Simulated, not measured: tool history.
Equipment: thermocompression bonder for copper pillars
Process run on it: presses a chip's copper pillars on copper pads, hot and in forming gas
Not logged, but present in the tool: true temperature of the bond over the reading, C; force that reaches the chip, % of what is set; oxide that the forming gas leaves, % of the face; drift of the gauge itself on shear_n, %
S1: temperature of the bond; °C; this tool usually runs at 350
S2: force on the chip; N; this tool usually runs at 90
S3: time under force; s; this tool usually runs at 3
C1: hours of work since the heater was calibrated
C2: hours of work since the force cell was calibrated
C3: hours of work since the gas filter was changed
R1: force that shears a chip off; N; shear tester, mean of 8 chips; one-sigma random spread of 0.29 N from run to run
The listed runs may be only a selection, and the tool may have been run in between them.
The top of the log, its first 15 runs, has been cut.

run   hour   S1   S2  S3   C1   C2   C3    R1
 16  124.1  350   90   3  702  293  183  60.9
 17  129.1  370   90   3  706  296  186  69.3
 18  138.8  370   90   3  713  303  193  69.3
 19  143.6  370   90   3  716  306  196  69.3
 20  152.1  370   90   3  722  312  202  68.4
     154.3  -- gauge calibrated
     160.2  -- heater calibrated with a thermocouple chip
 21  161.1  325   56   3    1  317  207  27.8
 22  167.8  350   60   4    5  322  212  42.6
 23  177.5  360  120   3   12  329  219  87.1
 24  182.7  349  116   3   16  333  223  79.5
 25  192.1  349  116   3   23  339  229  79.2
 26  200.1  349  116   3   28  345  235  79.2
 27  208.6  349   90   4   34  351  241  67.5
 28  216.2  378   64   3   40  356  246  50.6
 29  226.2  367   93   2   47  363  253  61.7
 30  232.5  363   86   8   51  368  258  87.5
 31  242.3  363   86   8   58  375  265  87.6
 32  248.6  352  105   4   62  379  269  79.4
 33    260  367  109   3   70  387  277  81.8
 34  271.3  362   90   3   78  395  285  65.2
 35  282.4  361   58   2   86  403  293  32.8
 36  288.2  361   58   2   90  407  297  32.9
 37  296.9  328   90   2   97  413  303  43.3
 38  303.4  328   90   2  101  418  308  43.1
 39  313.1  360   60   5  108  425  315  49.3
 40  318.5  360  132   2  112  428  318    82

4 ways to go on from here, each from the tool as it stands after run 40. What would each give?
  A  327.9  358  118   9  118  435  325   ?
  B  327.9  357   70   4  118  435  325   ?
  C  327.9  360   56   2  118  435  325   ?
  D  327.9  350   90   7  118  435  325   ?

run     R1
  A  109.3
  B   52.8
  C   30.8
  D   79.9
Without the tool's hidden state the same runs would have given:
run     R1
  A  112.5
  B   54.4
  C   31.7
  D   82.3
